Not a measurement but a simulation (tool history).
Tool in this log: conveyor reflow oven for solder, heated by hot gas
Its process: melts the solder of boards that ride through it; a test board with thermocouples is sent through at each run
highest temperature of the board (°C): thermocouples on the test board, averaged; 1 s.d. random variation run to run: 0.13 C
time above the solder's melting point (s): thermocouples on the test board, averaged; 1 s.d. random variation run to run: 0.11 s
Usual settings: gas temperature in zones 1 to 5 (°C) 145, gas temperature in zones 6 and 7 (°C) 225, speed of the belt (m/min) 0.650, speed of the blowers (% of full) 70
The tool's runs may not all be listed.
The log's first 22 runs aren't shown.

run   hour  gas temperature in zones 1 to 5 (°C)  gas temperature in zones 6 and 7 (°C)  speed of the belt (m/min)  speed of the blowers (% of full)  hours of work since the flux was cleaned out  hours of work since the belt drive was overhauled  hours of work since the thermocouples were changed  highest temperature of the board (°C)  time above the solder's melting point (s)
 23  542.0                                   150                                    225                      0.682                                70                                           105                                                191                                                 476                                  213.6                                       48.4
 24  561.0                                   139                                    218                      0.770                                67                                           116                                                203                                                 487                                  201.3                                       29.1
 25  593.0                                   153                                    225                      0.650                                70                                           135                                                221                                                 506                                  214.8                                       53.1
 26  613.7                                   145                                    225                      0.548                                89                                           147                                                234                                                 518                                  220.3                                       65.1
 27  639.3                                   137                                    225                      0.650                                70                                           163                                                249                                                 533                                  212.4                                       45.6
 28  668.3                                   147                                    233                      0.668                                53                                           180                                                266                                                 550                                  215.3                                       48.4
 29  681.7                                   147                                    216                      0.668                                55                                           188                                                274                                                 558                                  201.6                                       36.8
 30  712.0                                   135                                    225                      0.650                                70                                           205                                                292                                                 576                                  211.9                                       44.7

Alternative continuations, all from the tool just after run 30; predict every row:
  A  733.4                                   135                                    215                      0.650                                77                                           218                                                304                                                 589                                      ?                                          ?
  B  733.4                                   135                                    228                      0.538                                63                                           218                                                304                                                 589                                      ?                                          ?
  C  733.4                                   149                                    225                      0.650                                66                                           218                                                304                                                 589                                      ?                                          ?
  D  733.4                                   145                                    227                      0.605                                88                                           218                                                304                                                 589                                      ?                                          ?
  E  733.4                                   144                                    225                      0.650                                70                                           218                                                304                                                 589                                      ?                                          ?

run  highest temperature of the board (°C)  time above the solder's melting point (s)
  A                                  204.8                                       39.4
  B                                  218.1                                       60.1
  C                                  213.5                                       50.3
  D                                  220.4                                       58.1
  E                                  213.4                                       48.6
With no hidden state in the tool, these same runs would have given:
run  highest temperature of the board (°C)  time above the solder's melting point (s)
  A                                  204.8                                       39.6
  B                                  217.8                                       59.7
  C                                  213.3                                       50.1
  D                                  220.2                                       57.9
  E                                  213.4                                       48.5

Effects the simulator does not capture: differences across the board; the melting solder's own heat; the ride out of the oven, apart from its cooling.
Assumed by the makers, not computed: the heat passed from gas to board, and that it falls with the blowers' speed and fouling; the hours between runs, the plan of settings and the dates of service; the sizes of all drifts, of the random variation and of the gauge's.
